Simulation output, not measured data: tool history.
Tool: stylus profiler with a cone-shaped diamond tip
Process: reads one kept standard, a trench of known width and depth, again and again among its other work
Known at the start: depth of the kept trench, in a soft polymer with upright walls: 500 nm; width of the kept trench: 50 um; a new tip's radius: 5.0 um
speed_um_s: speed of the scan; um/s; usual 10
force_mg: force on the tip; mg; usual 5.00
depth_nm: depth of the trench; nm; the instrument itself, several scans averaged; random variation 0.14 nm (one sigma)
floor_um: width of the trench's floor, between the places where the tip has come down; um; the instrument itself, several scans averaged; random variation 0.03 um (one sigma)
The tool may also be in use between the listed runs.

run	day	speed_um_s	force_mg	depth_nm	floor_um
1	0.000	10	5.00	504.38	45.49
2	0.488	10	5.47	504.75	45.55
3	0.921	10	5.47	504.59	45.47
4	1.417	10	5.47	504.83	45.49
5	1.950	10	5.47	504.63	45.48
6	2.350	10	5.47	504.77	45.48
7	2.729	10	5.47	504.86	45.48
8	3.262	10	8.98	506.56	45.45
9	3.738	10	8.98	506.65	45.45
10	4.500	13	5.00	504.32	45.40
11	5.312	13	1.81	502.21	45.42
12	6.054	10	9.11	506.67	45.45
13	6.688	14	5.00	504.63	45.41
14	7.433	14	5.00	504.53	45.37
15	7.792	14	5.00	504.83	45.39
16	8.392	5	5.00	504.82	45.43
17	8.921	6	5.75	505.12	45.41
18	9.504	19	6.61	505.76	45.39
19	10.304	13	2.47	502.85	45.32
20	10.858	13	2.47	503.07	45.36
21	11.458	4	2.47	502.80	45.32
22	11.888	5	2.34	502.98	45.42
23	12.417	11	4.19	504.41	45.26
24	12.758	9	5.00	504.62	45.33
25	13.162	7	7.31	505.73	45.39
26	13.708	15	2.47	502.88	45.24
27	14.467	20	4.94	504.82	45.31
28	14.971	10	2.23	503.00	45.31
29	15.512	10	2.23	502.64	45.24

Forecast each of these 4 alternatives for the next run:
A	16.033	10	11.34	?	?
B	16.033	10	2.13	?	?
C	16.033	10	2.61	?	?
D	16.033	6	7.24	?	?

run	depth_nm	floor_um
A	507.88	45.25
B	502.99	45.25
C	503.23	45.27
D	505.92	45.27
Without the tool's hidden state the same runs would have given:
run	depth_nm	floor_um
A	507.54	45.58
B	502.66	45.58
C	502.90	45.59
D	505.58	45.59

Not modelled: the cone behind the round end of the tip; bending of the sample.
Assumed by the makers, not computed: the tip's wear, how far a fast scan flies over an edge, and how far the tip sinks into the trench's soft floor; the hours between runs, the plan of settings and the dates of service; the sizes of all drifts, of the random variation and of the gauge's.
